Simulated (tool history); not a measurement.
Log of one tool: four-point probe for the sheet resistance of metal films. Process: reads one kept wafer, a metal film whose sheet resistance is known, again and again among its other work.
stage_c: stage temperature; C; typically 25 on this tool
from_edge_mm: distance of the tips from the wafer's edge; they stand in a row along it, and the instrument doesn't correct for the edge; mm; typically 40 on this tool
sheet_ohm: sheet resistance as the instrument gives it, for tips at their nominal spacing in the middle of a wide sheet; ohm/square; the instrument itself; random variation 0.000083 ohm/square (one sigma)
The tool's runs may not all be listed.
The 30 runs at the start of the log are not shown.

Run 31, day 109.996: usual settings but stage_c 18 C. Result: sheet_ohm 0.416076 ohm/square.
Run 32, day 112.829: usual settings but stage_c 18 C. Result: sheet_ohm 0.416454 ohm/square.
Run 33, day 116.958: usual settings but stage_c 20 C, from_edge_mm 44 mm. Result: sheet_ohm 0.416475 ohm/square.
At day 120.417: new probe head fitted.
Run 34, day 121.242: usual settings but stage_c 24 C, from_edge_mm 57 mm. Result: sheet_ohm 0.41349 ohm/square.
Run 35, day 125.075: usual settings but stage_c 27 C, from_edge_mm 19 mm. Result: sheet_ohm 0.413565 ohm/square.
Run 36, day 129.342: usual settings but stage_c 24 C, from_edge_mm 52 mm. Result: sheet_ohm 0.414036 ohm/square.
Run 37, day 132.046: usual settings but stage_c 24 C, from_edge_mm 63 mm. Result: sheet_ohm 0.414305 ohm/square.
Run 38, day 135.083: usual settings but stage_c 19 C, from_edge_mm 18 mm. Result: sheet_ohm 0.415052 ohm/square.
Run 39, day 140.046: usual settings but stage_c 19 C, from_edge_mm 18 mm. Result: sheet_ohm 0.415245 ohm/square.
Run 40, day 143.662: usual settings but from_edge_mm 51 mm. Result: sheet_ohm 0.414806 ohm/square.
Run 41, day 148.046: usual settings but stage_c 33 C, from_edge_mm 3 mm. Result: sheet_ohm 0.420421 ohm/square.

Each row is a separate what-if for the run after 41, all from the same tool condition, not one after another. Results?
Run A, day 152.85: usual settings but stage_c 20 C, from_edge_mm 3 mm. Result: sheet_ohm ?.
Run B, day 152.85: usual settings but stage_c 33 C, from_edge_mm 3 mm. Result: sheet_ohm ?.
Run C, day 152.85: usual settings but stage_c 30 C, from_edge_mm 8 mm. Result: sheet_ohm ?.
Run D, day 152.85: usual settings but stage_c 26 C, from_edge_mm 6 mm. Result: sheet_ohm ?.
Run E, day 152.85: usual settings but stage_c 23 C, from_edge_mm 3 mm. Result: sheet_ohm ?.

run  sheet_ohm
  A   0.421974
  B   0.420771
  C   0.415897
  D    0.41697
  E   0.421687
The same runs, with their run-to-run variation unchanged, on a tool lacking any hidden condition would have given:
run  sheet_ohm
  A   0.419157
  B   0.417968
  C   0.413123
  D   0.414187
  E   0.418872
